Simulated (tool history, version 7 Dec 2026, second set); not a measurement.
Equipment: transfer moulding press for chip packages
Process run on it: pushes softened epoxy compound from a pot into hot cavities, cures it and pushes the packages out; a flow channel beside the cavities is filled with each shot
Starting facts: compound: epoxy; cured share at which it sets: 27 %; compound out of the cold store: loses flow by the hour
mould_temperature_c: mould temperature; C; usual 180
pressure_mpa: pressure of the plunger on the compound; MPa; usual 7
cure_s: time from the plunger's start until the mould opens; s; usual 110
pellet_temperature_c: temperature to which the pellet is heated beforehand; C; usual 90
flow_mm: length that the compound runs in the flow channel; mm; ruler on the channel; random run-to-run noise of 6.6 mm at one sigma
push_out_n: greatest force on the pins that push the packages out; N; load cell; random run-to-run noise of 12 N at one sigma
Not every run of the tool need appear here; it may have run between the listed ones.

| run | hour | mould_temperature_c | pressure_mpa | cure_s | pellet_temperature_c | incoming compound's hours out of the cold store | flow_mm | push_out_n |
|---|---|---|---|---|---|---|---|---|
| 1 | 0 | 180 | 7 | 110 | 90 | 15.7 | 727 | 1013 |
|  | 19.5 | cavities cleaned with cleaning compound and waxed |
| 2 | 28.7 | 180 | 7 | 110 | 90 | 34.6 | 671 | 592 |
| 3 | 55.4 | 180 | 7 | 110 | 90 | 20.7 | 714 | 812 |
| 4 | 86.3 | 180 | 7 | 110 | 90 | 21.2 | 696 | 885 |
| 5 | 122.8 | 180 | 7 | 110 | 90 | 11.9 | 716 | 1062 |
|  | 127.6 | cavities cleaned with cleaning compound and waxed |
| 6 | 151.1 | 180 | 7 | 110 | 90 | 31.1 | 659 | 743 |
| 7 | 169.1 | 180 | 7 | 110 | 92 | 17.7 | 703 | 839 |
| 8 | 194.3 | 180 | 7 | 110 | 90 | 36.6 | 651 | 904 |
|  | 213.4 | plunger's sealing rings changed |
| 9 | 232.8 | 177 | 7 | 110 | 90 | 36.6 | 713 | 1181 |
|  | 240.4 | cavities cleaned with cleaning compound and waxed |
| 10 | 268.1 | 180 | 7 | 110 | 90 | 37.2 | 697 | 714 |
|  | 271.8 | mould's thermocouples calibrated |
| 11 | 300 | 180 | 7 | 116 | 90 | 14.4 | 762 | 836 |
| 12 | 320.7 | 180 | 7 | 110 | 90 | 35.6 | 707 | 950 |
|  | 350.7 | cavities cleaned with cleaning compound and waxed |
| 13 | 360.7 | 177 | 7 | 110 | 90 | 37.6 | 700 | 799 |
| 14 | 381.6 | 177 | 7 | 110 | 90 | 8.7 | 770 | 984 |
| 15 | 398.3 | 177 | 7.44 | 110 | 86 | 36.5 | 723 | 1021 |
| 16 | 433.6 | 177 | 7.44 | 110 | 86 | 45.7 | 699 | 1203 |
|  | 459.2 | cavities cleaned with cleaning compound and waxed |
| 17 | 468.7 | 173 | 7 | 110 | 90 | 10.4 | 773 | 1086 |
| 18 | 485.2 | 184 | 7 | 139 | 90 | 32.8 | 690 | 511 |
|  | 497.3 | mould's thermocouples calibrated, once more |
| 19 | 505.5 | 184 | 7 | 139 | 90 | 40.5 | 677 | 557 |
| 20 | 538.4 | 184 | 7 | 139 | 90 | 26 | 701 | 638 |
| 21 | 565 | 184 | 7 | 139 | 90 | 28.7 | 673 | 696 |
|  | 569.5 | cavities cleaned with cleaning compound and waxed |
| 22 | 583.3 | 183 | 7 | 139 | 81 | 16.6 | 718 | 452 |
| 23 | 620.4 | 180 | 8.77 | 110 | 90 | 30.3 | 771 | 843 |
| 24 | 649.5 | 180 | 8.77 | 110 | 90 | 29.8 | 768 | 933 |

Run 25, settings as shown, results not yet in. Your forecast:
|  | 679 | cavities cleaned with cleaning compound and waxed |
| 25 | 687.8 | 180 | 6.52 | 145 | 98 | 39.4 | ? | ? |

{"run 25": {"flow_mm": 631, "push_out_n": 431}}
Without the tool's hidden state the same run would have given flow_mm 663 mm, push_out_n 376 N.
